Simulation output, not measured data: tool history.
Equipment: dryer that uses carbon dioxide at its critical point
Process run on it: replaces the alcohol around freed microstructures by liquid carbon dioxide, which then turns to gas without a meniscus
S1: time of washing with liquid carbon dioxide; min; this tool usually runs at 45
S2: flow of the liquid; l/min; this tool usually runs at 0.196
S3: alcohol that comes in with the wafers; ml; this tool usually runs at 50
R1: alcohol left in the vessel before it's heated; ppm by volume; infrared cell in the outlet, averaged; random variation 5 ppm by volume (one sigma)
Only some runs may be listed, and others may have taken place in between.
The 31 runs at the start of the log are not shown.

run	hour	S1	S2	S3	R1
32	227.1	27	0.196	57	1055
33	233.2	39	0.196	105	406
34	239.9	39	0.196	105	418
35	249.1	39	0.196	105	411
36	257.5	31	0.122	24	1578
37	262.6	31	0.122	30	1863
38	270.2	49	0.21	26	102
39	275.7	44	0.18	50	235
# hour 278.3: inlet filter changed
40	283.2	48	0.196	20	112
41	289.7	48	0.196	20	113
42	294.7	67	0.281	50	99
43	304.4	67	0.281	50	103
44	309.1	44	0.281	50	109
45	317.7	34	0.137	111	1926
46	323.5	34	0.137	111	1926
47	333	45	0.196	21	112
48	342.8	45	0.196	21	114

Branching from run 48: 3 alternative next runs. What would each branch give?
A	347.8	45	0.164	44	?
B	347.8	30	0.196	86	?
C	347.8	45	0.196	65	?

run	R1
A	175
B	575
C	139
Without the tool's hidden state the same runs would have given:
run	R1
A	62
B	416
C	31
